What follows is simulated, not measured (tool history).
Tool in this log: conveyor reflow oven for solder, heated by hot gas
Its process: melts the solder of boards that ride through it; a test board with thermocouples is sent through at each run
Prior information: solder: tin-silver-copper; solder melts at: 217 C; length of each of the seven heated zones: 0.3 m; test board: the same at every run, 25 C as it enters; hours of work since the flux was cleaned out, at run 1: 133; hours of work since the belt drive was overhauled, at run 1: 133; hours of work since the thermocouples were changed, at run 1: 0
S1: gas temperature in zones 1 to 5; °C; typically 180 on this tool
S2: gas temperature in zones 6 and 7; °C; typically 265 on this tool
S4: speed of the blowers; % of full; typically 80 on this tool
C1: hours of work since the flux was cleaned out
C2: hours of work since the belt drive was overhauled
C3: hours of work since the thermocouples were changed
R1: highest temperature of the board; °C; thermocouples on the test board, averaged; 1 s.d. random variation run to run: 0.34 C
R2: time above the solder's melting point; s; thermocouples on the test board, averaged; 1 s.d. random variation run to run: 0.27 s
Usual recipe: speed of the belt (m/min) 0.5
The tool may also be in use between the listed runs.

run 1 hour=0 | S1=180 S2=265 speed_of_the_belt_(m/min)=0.5 S4=80 | C1=133 C2=133 C3=0 | R1=250.1 R2=54.5
run 2 hour=43.1 | S1=180 S2=265 speed_of_the_belt_(m/min)=0.5 S4=80 | C1=165 C2=165 C3=32 | R1=250.4 R2=54.4
run 3 hour=79.4 | S1=180 S2=265 speed_of_the_belt_(m/min)=0.6 S4=80 | C1=191 C2=191 C3=58 | R1=243.9 R2=39.7
run 4 hour=132.2 | S1=194 S2=265 speed_of_the_belt_(m/min)=0.5 S4=80 | C1=230 C2=230 C3=97 | R1=251.9 R2=62.2
run 5 hour=184 | S1=195 S2=265 speed_of_the_belt_(m/min)=0.5 S4=80 | C1=268 C2=268 C3=135 | R1=251.5 R2=61.9
run 6 hour=215.1 | S1=180 S2=265 speed_of_the_belt_(m/min)=0.533 S4=80 | C1=291 C2=291 C3=158 | R1=246.3 R2=47.7
run 7 hour=259.6 | S1=189 S2=265 speed_of_the_belt_(m/min)=0.5 S4=80 | C1=324 C2=324 C3=191 | R1=250.4 R2=58
run 8 hour=315.6 | S1=167 S2=265 speed_of_the_belt_(m/min)=0.5 S4=80 | C1=365 C2=365 C3=232 | R1=245.9 R2=45.4
-- hour=324 flux residue cleaned out of gas plates and filters
run 9 hour=365.8 | S1=180 S2=265 speed_of_the_belt_(m/min)=0.5 S4=80 | C1=31 C2=398 C3=265 | R1=244.5 R2=48.2
run 10 hour=402.2 | S1=180 S2=265 speed_of_the_belt_(m/min)=0.5 S4=56 | C1=57 C2=425 C3=292 | R1=238.4 R2=40.8
run 11 hour=454.5 | S1=180 S2=265 speed_of_the_belt_(m/min)=0.5 S4=81 | C1=96 C2=463 C3=330 | R1=244 R2=47.3
run 12 hour=496 | S1=180 S2=263 speed_of_the_belt_(m/min)=0.5 S4=81 | C1=126 C2=494 C3=361 | R1=241.2 R2=45.6
run 13 hour=549.3 | S1=180 S2=263 speed_of_the_belt_(m/min)=0.5 S4=81 | C1=166 C2=533 C3=400 | R1=240.5 R2=45.1
run 14 hour=598.2 | S1=180 S2=263 speed_of_the_belt_(m/min)=0.5 S4=81 | C1=201 C2=569 C3=436 | R1=240.3 R2=44.3
run 15 hour=652.5 | S1=180 S2=265 speed_of_the_belt_(m/min)=0.501 S4=80 | C1=241 C2=609 C3=476 | R1=241.9 R2=45
run 16 hour=694.1 | S1=180 S2=265 speed_of_the_belt_(m/min)=0.501 S4=80 | C1=272 C2=639 C3=506 | R1=241.6 R2=44.5
-- hour=721.7 flux residue cleaned out of gas plates and filters, once more
run 17 hour=749.8 | S1=191 S2=265 speed_of_the_belt_(m/min)=0.544 S4=76 | C1=21 C2=676 C3=544 | R1=250.3 R2=55
run 18 hour=792.5 | S1=184 S2=272 speed_of_the_belt_(m/min)=0.5 S4=66 | C1=52 C2=708 C3=575 | R1=254.7 R2=59.3
run 19 hour=822.7 | S1=192 S2=273 speed_of_the_belt_(m/min)=0.52 S4=78 | C1=74 C2=730 C3=597 | R1=258.7 R2=62.7
run 20 hour=864 | S1=185 S2=265 speed_of_the_belt_(m/min)=0.5 S4=80 | C1=105 C2=760 C3=627 | R1=251.4 R2=58.3

Run 21 has not been measured yet. What should we expect?
run 21 hour=909.4 | S1=181 S2=265 speed_of_the_belt_(m/min)=0.5 S4=80 | C1=138 C2=794 C3=661 | R1=? R2=?

R1: 250.4 °C
R2: 55.7 s
If the tool had no hidden condition, the same run with the same run-to-run variation would have returned R1 252.4 °C, R2 56.3 s.

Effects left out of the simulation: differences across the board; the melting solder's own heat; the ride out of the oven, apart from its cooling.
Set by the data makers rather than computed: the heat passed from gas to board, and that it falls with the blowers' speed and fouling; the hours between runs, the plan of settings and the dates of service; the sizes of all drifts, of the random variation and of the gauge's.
